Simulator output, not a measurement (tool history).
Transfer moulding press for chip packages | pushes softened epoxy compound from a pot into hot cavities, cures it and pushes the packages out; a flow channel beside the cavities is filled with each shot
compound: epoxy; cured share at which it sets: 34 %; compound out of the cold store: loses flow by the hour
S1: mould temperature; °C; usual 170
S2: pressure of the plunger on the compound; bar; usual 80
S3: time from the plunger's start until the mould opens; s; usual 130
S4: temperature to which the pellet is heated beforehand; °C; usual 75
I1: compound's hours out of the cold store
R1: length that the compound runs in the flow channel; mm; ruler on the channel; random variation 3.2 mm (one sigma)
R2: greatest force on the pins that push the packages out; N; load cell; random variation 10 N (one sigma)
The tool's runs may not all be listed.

run,hour,S1,S2,S3,S4,I1,R1,R2
1,0,170,80,130,75,34.7,622,643
2,11.2,170,80,130,75,27.2,640,657
3,22.9,170,80,130,75,19.9,650,731
4,30.7,170,80,130,75,22.4,646,758
5,39.9,170,80,130,75,39.1,615,738
6,49.1,170,80,130,75,33.2,626,785
7,58.3,170,80,130,75,24.4,640,805
8,64.5,170,80,130,75,37,622,819
9,73,170,80,130,75,17.1,651,845
10,83.2,170,80,130,75,44.8,610,822
11,89.3,170,80,130,75,39.7,614,856
12,97.6,170,80,130,75,36.1,619,871
13,105.1,170,80,130,75,27.6,634,913
14,115.1,170,80,137,75,15.4,652,809
15,120.8,170,80,137,75,36.4,610,848
16,129.7,170,80,137,75,25.7,637,833

Run 17 comes next. What will it give?
17,136.1,176,80,129,75,44.6,?,?

Run 17 gave R1 591 mm, R2 719 N.
Without the tool's hidden state the same run would have given R1 610 mm, R2 374 N.
